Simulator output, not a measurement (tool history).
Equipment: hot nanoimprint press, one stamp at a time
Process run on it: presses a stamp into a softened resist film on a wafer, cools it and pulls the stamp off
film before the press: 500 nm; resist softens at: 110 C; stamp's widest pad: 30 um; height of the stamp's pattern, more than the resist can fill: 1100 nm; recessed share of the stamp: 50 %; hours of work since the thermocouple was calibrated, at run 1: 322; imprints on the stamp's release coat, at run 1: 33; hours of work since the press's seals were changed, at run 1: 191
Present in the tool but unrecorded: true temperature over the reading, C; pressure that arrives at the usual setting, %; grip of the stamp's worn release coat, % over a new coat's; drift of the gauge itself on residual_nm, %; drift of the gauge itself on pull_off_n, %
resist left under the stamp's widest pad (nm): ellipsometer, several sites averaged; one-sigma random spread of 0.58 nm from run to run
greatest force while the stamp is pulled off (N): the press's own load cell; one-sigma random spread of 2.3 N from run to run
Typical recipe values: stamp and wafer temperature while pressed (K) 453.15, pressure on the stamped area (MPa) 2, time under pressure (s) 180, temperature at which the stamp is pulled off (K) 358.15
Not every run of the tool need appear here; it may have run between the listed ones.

run   hour  stamp and wafer temperature while pressed (K)  pressure on the stamped area (MPa)  time under pressure (s)  temperature at which the stamp is pulled off (K)  hours of work since the thermocouple was calibrated  imprints on the stamp's release coat  hours of work since the press's seals were changed  resist left under the stamp's widest pad (nm)  greatest force while the stamp is pulled off (N)
  1      0                                         453.15                                   2                      180                                            358.15                                                  322                                    33                                                 191                                          293.2                                               219
  2   18.2                                         453.15                                   2                      180                                            358.15                                                  331                                    64                                                 200                                          293.5                                               218
  3   47.5                                         453.15                                2.39                      180                                            358.15                                                  346                                   114                                                 215                                          274.2                                               214
      62.8  -- plate thermocouple calibrated
  4   74.3                                         453.15                                   2                      180                                            358.15                                                    6                                   155                                                 227                                          293.1                                               214
  5   90.4                                         453.15                                   2                      180                                            358.15                                                   14                                   183                                                 235                                          292.9                                               222
  6  113.6                                         441.15                                   2                      104                                            358.15                                                   26                                   222                                                 247                                          462.9                                               218
  7  130.2                                         443.15                                 2.3                      281                                            352.15                                                   34                                   251                                                 255                                          380.6                                               229
  8  161.6                                         453.15                                2.13                      170                                            358.15                                                   50                                   305                                                 271                                          291.4                                               222
  9    181                                         453.15                                2.13                      170                                            358.15                                                   60                                   338                                                 281                                          291.8                                               220
 10    206                                         453.15                                2.13                      170                                            358.15                                                   72                                   381                                                 293                                          292.7                                               222

For each entry between runs, how does the tool's hidden state at the last listed run before it compare with that at the first listed run after it?
After run 3, before run 4: plate thermocouple calibrated (hour 62.8)
  true temperature over the reading, C: 0.04 -> -0.01
